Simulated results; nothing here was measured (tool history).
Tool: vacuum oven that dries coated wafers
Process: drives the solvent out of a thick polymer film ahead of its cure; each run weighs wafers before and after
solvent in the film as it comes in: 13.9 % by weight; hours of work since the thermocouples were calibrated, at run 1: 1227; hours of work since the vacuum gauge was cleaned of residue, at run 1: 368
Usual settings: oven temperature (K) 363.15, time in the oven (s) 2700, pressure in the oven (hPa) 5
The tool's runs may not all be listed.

run,hour,oven temperature (K),time in the oven (s),pressure in the oven (hPa),hours of work since the thermocouples were calibrated,hours of work since the vacuum gauge was cleaned of residue,solvent left in the film (%)
1,0,363.15,2700,5,1227,368,3.12
2,11.2,363.15,3060,5,1234,375,2.67
3,25.2,363.15,3060,5,1243,384,2.7
4,36.2,363.15,3060,5,1250,390,2.65
5,48.5,363.15,3060,5,1257,398,2.65
6,58.3,363.15,1320,5,1264,404,5.92
7,68.4,363.15,1320,5,1270,410,5.93
8,80.4,363.15,2700,5,1277,418,3.1
9,88.6,363.15,1440,5,1282,423,5.59
10,100,363.15,1860,5,1289,430,4.61
11,108.9,369.15,2700,5,1295,436,1.95
12,116.8,375.15,4260,5,1300,440,0.43
13,131.5,375.15,4260,5,1309,449,0.43
14,139.7,375.15,4260,5,1314,455,0.42
15,149.9,368.15,2400,9.96,1320,461,2.77
16,156.3,363.15,4680,3.84,1324,465,1.32
17,166.3,363.15,4140,3.84,1330,471,1.63

The next listed run, before its measurement:
18,176.4,363.15,2820,2.54,1337,477,?

{"run 18": {"solvent left in the film (%)": 2.81}}
Without the tool's hidden state the same run would have given solvent left in the film (%) 2.82.
